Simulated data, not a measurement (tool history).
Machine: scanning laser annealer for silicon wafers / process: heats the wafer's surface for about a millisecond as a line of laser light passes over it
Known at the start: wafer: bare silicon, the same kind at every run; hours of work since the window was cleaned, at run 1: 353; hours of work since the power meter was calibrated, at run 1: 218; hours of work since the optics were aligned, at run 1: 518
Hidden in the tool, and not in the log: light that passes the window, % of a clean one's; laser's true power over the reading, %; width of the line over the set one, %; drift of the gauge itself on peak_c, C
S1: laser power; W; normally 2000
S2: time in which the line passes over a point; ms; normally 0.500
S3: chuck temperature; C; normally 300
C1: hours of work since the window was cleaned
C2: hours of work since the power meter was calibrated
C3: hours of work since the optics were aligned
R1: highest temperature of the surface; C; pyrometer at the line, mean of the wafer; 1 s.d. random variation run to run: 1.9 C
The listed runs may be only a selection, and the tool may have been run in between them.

Run 1, hour 0.0: usual settings; C1 353; C2 218; C3 518. Result: R1 1077 C.
Run 2, hour 9.0: usual settings but S3 293 C; C1 359; C2 224; C3 524. Result: R1 1068 C.
Run 3, hour 14.2: usual settings; C1 362; C2 228; C3 527. Result: R1 1073 C.
Run 4, hour 20.0: usual settings but S1 2195 W; C1 366; C2 232; C3 531. Result: R1 1143 C.
Run 5, hour 30.4: usual settings but S1 2195 W; C1 373; C2 239; C3 538. Result: R1 1146 C.
Run 6, hour 40.3: usual settings but S1 2195 W; C1 380; C2 246; C3 545. Result: R1 1142 C.
Run 7, hour 50.4: usual settings but S1 2195 W; C1 387; C2 253; C3 552. Result: R1 1141 C.
Run 8, hour 55.9: usual settings but S1 2011 W; C1 391; C2 256; C3 556. Result: R1 1080 C.
Run 9, hour 66.9: usual settings but S1 2011 W; C1 398; C2 264; C3 563. Result: R1 1078 C.
Run 10, hour 74.4: usual settings but S1 2011 W; C1 403; C2 269; C3 568. Result: R1 1076 C.
Run 11, hour 81.7: usual settings but S1 2011 W; C1 408; C2 274; C3 573. Result: R1 1078 C.
Run 12, hour 86.4: usual settings but S1 2011 W; C1 411; C2 277; C3 576. Result: R1 1080 C.
Run 13, hour 91.6: usual settings but S1 2011 W; C1 415; C2 281; C3 580. Result: R1 1078 C.
Run 14, hour 99.4: usual settings but S1 2011 W, S3 323 C; C1 420; C2 286; C3 585. Result: R1 1102 C.
Run 15, hour 105.3: usual settings but S1 2011 W, S3 323 C; C1 424; C2 290; C3 589. Result: R1 1100 C.
Run 16, hour 114.9: usual settings but S1 2011 W, S3 323 C; C1 431; C2 296; C3 596. Result: R1 1099 C.
Run 17, hour 119.5: usual settings; C1 434; C2 300; C3 599. Result: R1 1071 C.
Run 18, hour 126.4: usual settings but S1 1931 W; C1 438; C2 304; C3 604. Result: R1 1045 C.
Run 19, hour 137.5: usual settings but S1 1916 W; C1 446; C2 312; C3 611. Result: R1 1038 C.
Run 20, hour 146.2: usual settings but S1 1916 W; C1 452; C2 318; C3 617. Result: R1 1043 C.
Run 21, hour 151.8: usual settings but S1 2093 W, S2 0.613 ms; C1 456; C2 321; C3 621. Result: R1 1200 C.
Run 22, hour 156.8: usual settings but S1 2052 W, S2 0.351 ms, S3 270 C; C1 459; C2 325; C3 624. Result: R1 911 C.
Run 23, hour 165.8: usual settings but S1 2052 W, S2 0.351 ms, S3 270 C; C1 465; C2 331; C3 630. Result: R1 916 C.
Run 24, hour 175.5: usual settings but S2 0.551 ms, S3 262 C; C1 472; C2 338; C3 637. Result: R1 1077 C.
Run 25, hour 181.8: usual settings but S2 0.551 ms, S3 262 C; C1 476; C2 342; C3 641. Result: R1 1075 C.
Run 26, hour 192.1: usual settings but S3 293 C; C1 483; C2 349; C3 648. Result: R1 1061 C.
Run 27, hour 202.6: usual settings but S2 0.385 ms, S3 317 C; C1 490; C2 356; C3 655. Result: R1 980 C.
Run 28, hour 209.1: usual settings but S1 2114 W, S2 0.351 ms, S3 322 C; C1 495; C2 360; C3 660. Result: R1 981 C.
Run 29, hour 219.0: usual settings but S1 2114 W, S2 0.351 ms, S3 322 C; C1 501; C2 367; C3 667. Result: R1 984 C.
Run 30, hour 228.0: usual settings but S1 2114 W, S2 0.469 ms, S3 312 C; C1 507; C2 373; C3 673. Result: R1 1098 C.
Run 31, hour 234.1: usual settings but S1 2114 W, S2 0.443 ms, S3 280 C; C1 512; C2 377; C3 677. Result: R1 1033 C.
Run 32, hour 241.7: usual settings but S1 2090 W, S2 0.415 ms, S3 299 C; C1 517; C2 383; C3 682. Result: R1 1019 C.
Run 33, hour 249.1: usual settings but S1 2073 W, S2 0.415 ms, S3 299 C; C1 522; C2 388; C3 687. Result: R1 1014 C.
Run 34, hour 256.4: usual settings but S1 2102 W, S2 0.370 ms, S3 270 C; C1 527; C2 393; C3 692. Result: R1 948 C.
Run 35, hour 265.1: usual settings but S1 2102 W, S2 0.370 ms, S3 270 C; C1 533; C2 398; C3 698. Result: R1 944 C.
Run 36, hour 276.5: usual settings but S1 1925 W, S2 0.528 ms, S3 270 C; C1 540; C2 406; C3 706. Result: R1 1036 C.
Run 37, hour 282.9: usual settings but S1 1925 W, S2 0.528 ms, S3 270 C; C1 545; C2 410; C3 710. Result: R1 1032 C.
Run 38, hour 289.3: usual settings but S1 1925 W, S2 0.528 ms, S3 270 C; C1 549; C2 415; C3 714. Result: R1 1034 C.

4 options for the next run, each taken on its own from the tool as it stands now. Forecast them:
Run A, hour 299.0: usual settings but S1 1850 W, S2 0.508 ms; C1 556; C2 421; C3 721. Result: R1 ?.
Run B, hour 299.0: usual settings but S1 1925 W, S2 0.399 ms, S3 281 C; C1 556; C2 421; C3 721. Result: R1 ?.
Run C, hour 299.0: usual settings but S1 1782 W, S2 0.428 ms, S3 273 C; C1 556; C2 421; C3 721. Result: R1 ?.
Run D, hour 299.0: usual settings but S1 1962 W, S2 0.525 ms, S3 270 C; C1 556; C2 421; C3 721. Result: R1 ?.

run    R1
  A  1021
  B   933
  C   904
  D  1043
Without the tool's hidden state the same runs would have given:
run    R1
  A  1050
  B   959
  C   930
  D  1074

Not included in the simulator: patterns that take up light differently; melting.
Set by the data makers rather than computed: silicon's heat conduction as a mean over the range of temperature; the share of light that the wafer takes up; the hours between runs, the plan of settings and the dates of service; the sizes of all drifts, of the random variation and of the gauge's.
